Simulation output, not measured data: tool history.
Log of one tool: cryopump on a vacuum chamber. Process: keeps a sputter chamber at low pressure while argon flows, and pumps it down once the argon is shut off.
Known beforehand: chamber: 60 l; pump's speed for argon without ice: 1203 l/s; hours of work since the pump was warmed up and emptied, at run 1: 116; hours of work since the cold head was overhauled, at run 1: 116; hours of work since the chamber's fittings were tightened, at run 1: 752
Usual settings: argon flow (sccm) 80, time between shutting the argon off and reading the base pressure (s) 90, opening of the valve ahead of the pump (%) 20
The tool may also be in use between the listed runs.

run	hour	argon flow (sccm)	time between shutting the argon off and reading the base pressure (s)	opening of the valve ahead of the pump (%)	hours of work since the pump was warmed up and emptied	hours of work since the cold head was overhauled	hours of work since the chamber's fittings were tightened	pressure while argon flows (Pa)	pressure after the wait (uPa)
1	0	80	90	20	116	116	752	0.5649	1.85
2	39.3	80	90	20	147	147	782	0.5682	1.79
3	91.9	80	137	20	187	187	823	0.5695	1.33
4	136	80	90	19	221	221	857	0.6015	1.86
5	175.7	80	90	24	251	251	887	0.4779	1.85
6	214.9	80	90	20	281	281	917	0.5724	1.86
7	251.1	80	90	20	309	309	945	0.5756	1.82
8	292.6	80	90	20	341	341	977	0.5785	1.88
9	347.6	80	90	22	383	383	1019	0.5273	1.88
10	403.8	80	90	22	427	427	1062	0.5318	1.9
11	462.4	80	90	22	472	472	1107	0.5312	2
12	512.9	121	90	20	510	510	1146	0.8899	1.97
13	562.7	121	90	20	549	549	1184	0.8875	1.96
14	617.9	121	90	20	591	591	1227	0.8879	2
15	677.3	80	90	20	637	637	1272	0.5937	2.04
16	710.5	41	90	20	662	662	1298	0.3058	2.08
17	772.5	80	90	20	710	710	1346	0.6037	2.06
# hour 797: pump warmed up, emptied and cooled again
18	836.3	80	90	51	30	755	1391	0.2258	1.91
19	871	142	90	19	57	782	1417	1.0627	1.94
20	910.1	59	90	18	87	812	1447	0.4636	1.92
21	954	117	134	18	121	845	1481	0.9196	1.56
22	1009	77	67	32	163	888	1523	0.3483	2.45
23	1057.7	51	65	20	200	925	1561	0.3664	2.48
24	1112.3	80	90	42	242	967	1603	0.2802	2.04
25	1159.6	123	90	45	279	1003	1639	0.4088	2.08
26	1209	118	183	44	317	1041	1677	0.3986	1.42
27	1261.1	118	183	44	356	1081	1717	0.4033	1.37
28	1311.3	76	113	55	395	1120	1756	0.2143	1.78
29	1366.8	70	110	58	438	1162	1798	0.191	1.86
30	1428.7	72	90	18	485	1210	1846	0.5831	2.15
31	1464.7	41	196	41	513	1238	1873	0.1546	1.41
32	1507.6	38	32	15	546	1271	1906	0.3719	4.65
33	1542.1	54	90	23	572	1297	1933	0.3538	2.25

Pick out some run-to-run changes in pressure while argon flows (Pa). Of each, how much would a tool without hidden state show as well, from the settings, what came in and chance, and how much is left for the hidden state and any gauge scatter not in both results compared?
What the log doesn't record here: pump's speed, % of a pump's without ice; cold plate's temperature, K; leak into the chamber, uPa l/s; drift of the gauge itself on working_pa, %; drift of the gauge itself on base_upa, %.
Run 11 -> 12: argon flow (sccm) 80 -> 121, opening of the valve ahead of the pump (%) 22 -> 20. pressure while argon flows (Pa) +0.3587: hidden state +0.0154, all else +0.3433.
Run 16 -> 17: argon flow (sccm) 41 -> 80. pressure while argon flows (Pa) +0.2979: hidden state +0.0201, all else +0.2778.
Run 17 -> 18: opening of the valve ahead of the pump (%) 20 -> 51, pump warmed up, emptied and cooled again. pressure while argon flows (Pa) -0.3779: hidden state -0.0343, all else -0.3436.
Run 18 -> 19: argon flow (sccm) 80 -> 142, opening of the valve ahead of the pump (%) 51 -> 19. pressure while argon flows (Pa) +0.8369: hidden state +0.0048, all else +0.8321.
Run 19 -> 20: argon flow (sccm) 142 -> 59, opening of the valve ahead of the pump (%) 19 -> 18. pressure while argon flows (Pa) -0.5991: hidden state -0.0039, all else -0.5952.
Run 21 -> 22: argon flow (sccm) 117 -> 77, time between shutting the argon off and reading the base pressure (s) 134 -> 67, opening of the valve ahead of the pump (%) 18 -> 32. pressure while argon flows (Pa) -0.5713: hidden state -0.0017, all else -0.5696.
